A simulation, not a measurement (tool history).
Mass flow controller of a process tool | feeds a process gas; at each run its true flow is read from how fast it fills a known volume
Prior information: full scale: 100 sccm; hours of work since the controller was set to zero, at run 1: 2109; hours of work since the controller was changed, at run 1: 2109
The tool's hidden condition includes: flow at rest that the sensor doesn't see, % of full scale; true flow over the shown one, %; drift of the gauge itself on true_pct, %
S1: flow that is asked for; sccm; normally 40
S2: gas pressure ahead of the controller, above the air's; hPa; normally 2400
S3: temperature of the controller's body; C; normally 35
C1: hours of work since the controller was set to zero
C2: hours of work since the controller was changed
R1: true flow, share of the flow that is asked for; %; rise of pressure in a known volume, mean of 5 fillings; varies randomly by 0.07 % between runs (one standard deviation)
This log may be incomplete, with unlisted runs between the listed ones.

{"run": 1, "hour": 0.0, "S1": 40, "S2": 2400, "S3": 35, "C1": 2109, "C2": 2109, "R1": 100.56}
{"run": 2, "hour": 364.4, "S1": 40, "S2": 2400, "S3": 35, "C1": 2280, "C2": 2280, "R1": 100.58}
{"run": 3, "hour": 608.1, "S1": 40, "S2": 2400, "S3": 35, "C1": 2394, "C2": 2394, "R1": 100.65}
{"run": 4, "hour": 975.6, "S1": 40, "S2": 2400, "S3": 35, "C1": 2567, "C2": 2567, "R1": 100.52}
{"run": 5, "hour": 1374.6, "S1": 40, "S2": 2400, "S3": 35, "C1": 2754, "C2": 2754, "R1": 100.9}
{"run": 6, "hour": 1758.2, "S1": 40, "S2": 2400, "S3": 35, "C1": 2935, "C2": 2935, "R1": 100.98}
{"run": 7, "hour": 2102.9, "S1": 40, "S2": 2400, "S3": 35, "C1": 3097, "C2": 3097, "R1": 100.94}
{"run": 8, "hour": 2304.2, "S1": 40, "S2": 2400, "S3": 35, "C1": 3191, "C2": 3191, "R1": 101.08}
{"run": 9, "hour": 2583.4, "S1": 40, "S2": 2400, "S3": 35, "C1": 3322, "C2": 3322, "R1": 101.09}
{"run": 10, "hour": 2854.3, "S1": 14, "S2": 2400, "S3": 35, "C1": 3450, "C2": 3450, "R1": 102.07}
{"run": 11, "hour": 3172.7, "S1": 14, "S2": 2400, "S3": 35, "C1": 3599, "C2": 3599, "R1": 102.32}
{"run": 12, "hour": 3510.4, "S1": 14, "S2": 2400, "S3": 35, "C1": 3758, "C2": 3758, "R1": 102.38}
{"run": 13, "hour": 3786.2, "S1": 14, "S2": 2400, "S3": 35, "C1": 3887, "C2": 3887, "R1": 102.58}
{"run": 14, "hour": 4219.6, "S1": 14, "S2": 2400, "S3": 35, "C1": 4091, "C2": 4091, "R1": 102.67}
{"run": 15, "hour": 4519.2, "S1": 40, "S2": 2400, "S3": 35, "C1": 4232, "C2": 4232, "R1": 101.54}
{"run": 16, "hour": 4844.0, "S1": 40, "S2": 2400, "S3": 35, "C1": 4385, "C2": 4385, "R1": 101.59}
{"hour": 5142.7, "done": "controller's zero set anew"}
{"run": 17, "hour": 5282.6, "S1": 40, "S2": 2400, "S3": 35, "C1": 66, "C2": 4590, "R1": 100.56}
{"run": 18, "hour": 5722.6, "S1": 40, "S2": 2400, "S3": 35, "C1": 272, "C2": 4797, "R1": 100.69}
{"run": 19, "hour": 6141.8, "S1": 27, "S2": 1940, "S3": 36, "C1": 469, "C2": 4994, "R1": 100.77}
{"run": 20, "hour": 6362.2, "S1": 27, "S2": 1480, "S3": 22, "C1": 573, "C2": 5098, "R1": 99.69}
{"run": 21, "hour": 6593.2, "S1": 27, "S2": 1480, "S3": 22, "C1": 682, "C2": 5206, "R1": 99.82}
{"run": 22, "hour": 6960.9, "S1": 22, "S2": 2300, "S3": 35, "C1": 854, "C2": 5379, "R1": 100.77}
{"run": 23, "hour": 7307.2, "S1": 22, "S2": 1430, "S3": 21, "C1": 1017, "C2": 5542, "R1": 99.86}

Estimate the outcome of run 24 from the log above:
{"run": 24, "hour": 7530.1, "S1": 22, "S2": 1430, "S3": 21, "C1": 1122, "C2": 5646, "R1": "?"}

Logged for run 24: R1 99.87 %.
If the tool had no hidden condition, the same run with the same run-to-run variation would have returned R1 97.75 %.
